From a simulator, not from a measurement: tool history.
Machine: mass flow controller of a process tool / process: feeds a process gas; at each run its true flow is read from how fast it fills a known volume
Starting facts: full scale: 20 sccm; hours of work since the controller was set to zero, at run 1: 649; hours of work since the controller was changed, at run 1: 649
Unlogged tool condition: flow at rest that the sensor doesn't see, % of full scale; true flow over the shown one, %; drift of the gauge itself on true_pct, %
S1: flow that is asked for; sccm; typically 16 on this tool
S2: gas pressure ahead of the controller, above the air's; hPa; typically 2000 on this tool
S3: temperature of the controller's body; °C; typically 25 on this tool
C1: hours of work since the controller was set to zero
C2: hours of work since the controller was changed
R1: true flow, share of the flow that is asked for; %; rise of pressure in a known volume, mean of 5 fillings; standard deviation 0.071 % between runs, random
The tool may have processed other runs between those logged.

run     day  S1    S2  S3    C1    C2     R1
  1   0.000  16  2000  25   649   649  99.56
  2   3.696  16  2000  25   697   697  99.55
  3   5.754  16  2000  25   725   725  99.67
  4   8.400  16  2000  25   760   760  99.69
  5  11.825  16  2000  25   805   805  99.57
  6  14.967  16  2000  25   846   846  99.47
  7  17.542  15  2000  25   880   880  99.47
  8  19.517  16  2290  25   906   906  99.51
  9  23.233   5  1690  20   955   955  98.21
 10  26.358   7  1790  33   997   997  97.90
 11  30.542   7  1790  33  1052  1052  97.85
 12  34.858   7  1790  33  1109  1109  97.84
 13  37.000   7  1790  25  1137  1137  98.40
 14  39.071   7  1790  25  1165  1165  98.31
 15  41.212  11  1590  25  1193  1193  99.09

For run 16, what comes out?
 16  43.625  11  1590  25  1225  1225   ?

Run 16 yielded R1 98.93 %.
With no hidden state in the tool, this same run would have given R1 98.91 %.
